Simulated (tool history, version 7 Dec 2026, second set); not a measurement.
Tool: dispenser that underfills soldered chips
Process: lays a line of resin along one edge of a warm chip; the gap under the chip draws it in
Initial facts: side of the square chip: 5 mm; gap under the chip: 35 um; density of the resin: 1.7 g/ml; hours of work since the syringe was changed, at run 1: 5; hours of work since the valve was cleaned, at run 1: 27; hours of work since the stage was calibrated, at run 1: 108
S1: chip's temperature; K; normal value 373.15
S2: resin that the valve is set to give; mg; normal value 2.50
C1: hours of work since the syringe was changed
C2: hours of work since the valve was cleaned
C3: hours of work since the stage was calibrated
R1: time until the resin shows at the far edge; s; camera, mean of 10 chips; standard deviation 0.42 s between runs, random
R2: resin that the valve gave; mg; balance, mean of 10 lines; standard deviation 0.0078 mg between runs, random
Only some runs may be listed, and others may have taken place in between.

run 1 hour=0.0 | S1=373.15 S2=2.50 | C1=5 C2=27 C3=108 | R1=45.5 R2=2.455
-- hour=2.4 new syringe of resin
-- hour=11.2 new syringe of resin
run 2 hour=12.4 | S1=373.15 S2=2.68 | C1=1 C2=36 C3=117 | R1=31.5 R2=2.610
-- hour=20.6 new syringe of resin
run 3 hour=21.0 | S1=366.15 S2=2.50 | C1=0 C2=42 C3=123 | R1=44.3 R2=2.431
-- hour=29.2 new syringe of resin
run 4 hour=31.9 | S1=366.15 S2=2.50 | C1=2 C2=49 C3=130 | R1=50.5 R2=2.430
-- hour=37.7 new syringe of resin
run 5 hour=43.6 | S1=373.15 S2=2.63 | C1=4 C2=58 C3=139 | R1=44.5 R2=2.544
-- hour=47.3 new syringe of resin
run 6 hour=49.5 | S1=373.15 S2=2.50 | C1=2 C2=62 C3=143 | R1=34.3 R2=2.404
run 7 hour=55.0 | S1=373.15 S2=2.50 | C1=6 C2=66 C3=147 | R1=49.6 R2=2.392
-- hour=55.8 new syringe of resin
-- hour=64.6 new syringe of resin
run 8 hour=66.7 | S1=373.15 S2=2.50 | C1=2 C2=74 C3=155 | R1=35.3 R2=2.383
run 9 hour=72.4 | S1=361.15 S2=2.50 | C1=6 C2=78 C3=159 | R1=86.2 R2=2.367
-- hour=73.3 new syringe of resin
run 10 hour=81.3 | S1=361.15 S2=2.50 | C1=6 C2=84 C3=165 | R1=89.2 R2=2.359
-- hour=82.7 new syringe of resin
-- hour=91.7 dispensing valve cleaned and set on the balance
-- hour=92.8 new syringe of resin
run 11 hour=93.0 | S1=361.15 S2=2.50 | C1=0 C2=1 C3=172 | R1=54.9 R2=2.492
-- hour=101.6 new syringe of resin
run 12 hour=101.9 | S1=361.15 S2=2.50 | C1=0 C2=7 C3=179 | R1=54.5 R2=2.493
-- hour=110.8 new syringe of resin
run 13 hour=113.6 | S1=373.15 S2=2.50 | C1=2 C2=15 C3=187 | R1=36.2 R2=2.485
-- hour=120.0 new syringe of resin
run 14 hour=122.2 | S1=373.15 S2=3.05 | C1=2 C2=21 C3=193 | R1=35.6 R2=3.021
-- hour=129.4 new syringe of resin
run 15 hour=130.4 | S1=373.15 S2=3.05 | C1=1 C2=27 C3=199 | R1=31.9 R2=3.001
run 16 hour=137.1 | S1=373.15 S2=3.05 | C1=6 C2=32 C3=203 | R1=48.7 R2=2.995
-- hour=138.0 new syringe of resin
run 17 hour=142.6 | S1=373.15 S2=2.50 | C1=3 C2=36 C3=207 | R1=40.3 R2=2.442
-- hour=146.6 new syringe of resin
run 18 hour=154.8 | S1=373.15 S2=2.50 | C1=6 C2=44 C3=216 | R1=53.7 R2=2.426

Run 19 has not been measured yet. What should we expect?
-- hour=155.9 new syringe of resin
run 19 hour=162.4 | S1=368.15 S2=2.50 | C1=5 C2=50 C3=221 | R1=? R2=?

{"run 19": {"R1": 58.2, "R2": 2.42}}
The same run, on a tool lacking any hidden state, would have yielded R1 37.5 s, R2 2.499 mg.

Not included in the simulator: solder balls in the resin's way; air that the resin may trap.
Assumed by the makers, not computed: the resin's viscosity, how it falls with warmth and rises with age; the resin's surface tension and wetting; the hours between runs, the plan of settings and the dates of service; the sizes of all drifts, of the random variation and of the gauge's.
